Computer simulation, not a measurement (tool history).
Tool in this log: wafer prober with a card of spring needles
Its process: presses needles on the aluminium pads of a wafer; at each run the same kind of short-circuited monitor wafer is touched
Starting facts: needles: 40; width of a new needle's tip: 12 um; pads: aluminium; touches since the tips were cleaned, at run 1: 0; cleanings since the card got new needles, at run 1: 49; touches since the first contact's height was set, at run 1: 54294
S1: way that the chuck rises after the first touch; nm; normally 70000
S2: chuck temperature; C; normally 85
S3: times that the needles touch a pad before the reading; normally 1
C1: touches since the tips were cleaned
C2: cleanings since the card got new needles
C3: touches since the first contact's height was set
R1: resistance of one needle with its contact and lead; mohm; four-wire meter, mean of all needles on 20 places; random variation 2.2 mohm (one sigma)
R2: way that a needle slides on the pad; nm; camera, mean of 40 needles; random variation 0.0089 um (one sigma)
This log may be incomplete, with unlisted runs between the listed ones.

run   hour     S1   S2  S3    C1  C2      C3   R1     R2
  1      0  70000   85   1     0  49   54294  245  15728
      28.9  -- tips cleaned on abrasive film
  2   41.1  70000   85   1  4111  50   68203  245  15726
      57.6  -- tips cleaned on abrasive film
  3   73.4  70000   85   1  5396  51   79173  243  15721
      86.5  -- tips cleaned on abrasive film
     112.7  -- tips cleaned on abrasive film
  4  120.5  70000   85   3  2638  53   95086  241  15705
     138.5  -- tips cleaned on abrasive film
     165.2  -- tips cleaned on abrasive film
  5    166  70000   85   3   298  55  110488  246  15706
     172.3  -- height of the first contact set anew
       192  -- tips cleaned on abrasive film
  6  197.1  70000   85   3  1714  56    8392  246  15698
     219.7  -- tips cleaned on abrasive film
  7  243.9  70000   85   2  8210  57   24261  248  15689
     246.1  -- tips cleaned on abrasive film
     274.2  -- tips cleaned on abrasive film
  8    283  70000   85   2  2995  59   37464  247  15693
     303.1  -- tips cleaned on abrasive film
  9  303.6  70000   85   2   173  60   44422  243  15689
     329.5  -- tips cleaned on abrasive film
 10  350.6  86000   85   1  7163  61   60360  242  19254
     358.2  -- tips cleaned on abrasive film
     384.2  -- tips cleaned on abrasive film
 11  392.8  86000   85   1  2913  63   74626  247  19247
       410  -- tips cleaned on abrasive film
 12  426.6  70000  123   1  5635  64   86061  257  15669
     438.2  -- tips cleaned on abrasive film
 13  452.3  70000   85   3  4818  65   94787  244  15664
     464.1  -- tips cleaned on abrasive film
 14  472.7  70000   85   3  2915  66  101674  244  15658

Estimate the outcome of run 15 from the log above:
     491.8  -- tips cleaned on abrasive film
 15  494.6  58000  85   3  963  67  109073   ?   ?

{"run 15": {"R1": 245, "R2": 12971}}
On a tool with no hidden condition, and with the same random variation, this run would have come out at R1 245 mohm, R2 13026 nm.
